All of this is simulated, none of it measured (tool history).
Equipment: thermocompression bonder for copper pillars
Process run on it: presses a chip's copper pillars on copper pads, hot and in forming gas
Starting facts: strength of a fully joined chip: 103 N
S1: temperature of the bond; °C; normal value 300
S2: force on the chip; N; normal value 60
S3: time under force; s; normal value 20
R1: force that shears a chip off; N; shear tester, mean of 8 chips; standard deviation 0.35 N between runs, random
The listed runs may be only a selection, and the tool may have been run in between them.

| run | hour | S1 | S2 | S3 | R1 |
|---|---|---|---|---|---|
| 1 | 0 | 300 | 60 | 20 | 43.3 |
| 2 | 52.8 | 300 | 60 | 20 | 43 |
| 3 | 132.3 | 300 | 60 | 44 | 56.1 |
|  | 170.4 | forming gas filter changed |
| 4 | 200 | 300 | 60 | 44 | 57.9 |
| 5 | 260.1 | 300 | 60 | 20 | 44.1 |
| 6 | 343.6 | 300 | 60 | 20 | 43.3 |
| 7 | 392.7 | 300 | 60 | 20 | 43.4 |
| 8 | 436.2 | 300 | 80 | 20 | 55.2 |
| 9 | 519.5 | 300 | 60 | 20 | 42.6 |
|  | 528.9 | forming gas filter changed |
| 10 | 599.4 | 300 | 60 | 20 | 44.2 |
| 11 | 640.7 | 300 | 72 | 53 | 68.4 |
| 12 | 698.2 | 291 | 83 | 39 | 63.8 |
| 13 | 771.5 | 300 | 38 | 23 | 30 |
| 14 | 817.1 | 288 | 77 | 42 | 61.1 |
|  | 882.1 | forming gas filter changed |
| 15 | 887.5 | 293 | 59 | 33 | 49 |
| 16 | 962 | 281 | 44 | 20 | 26.5 |
| 17 | 1017.4 | 281 | 44 | 20 | 26.6 |

For each run, the measured value with the value that run would have given without the tool's hidden condition subtracted. The run-to-run variation is shared by both, the gauge scatter possibly not:
Hidden state present: true temperature of the bond over the reading, C; force that reaches the chip, % of what is set; oxide that the forming gas leaves, % of the face; drift of the gauge itself on shear_n, %.
| run | R1 |
|---|---|
| 1 | -1.2 |
| 2 | -1.5 |
| 3 | -2.4 |
| 4 | -0.6 |
| 5 | -0.9 |
| 6 | -1.3 |
| 7 | -1.6 |
| 8 | -2.2 |
| 9 | -2.2 |
| 10 | -0.9 |
| 11 | -1.5 |
| 12 | -2 |
| 13 | -1.3 |
| 14 | -2.8 |
| 15 | -0.8 |
| 16 | -0.8 |
| 17 | -1 |
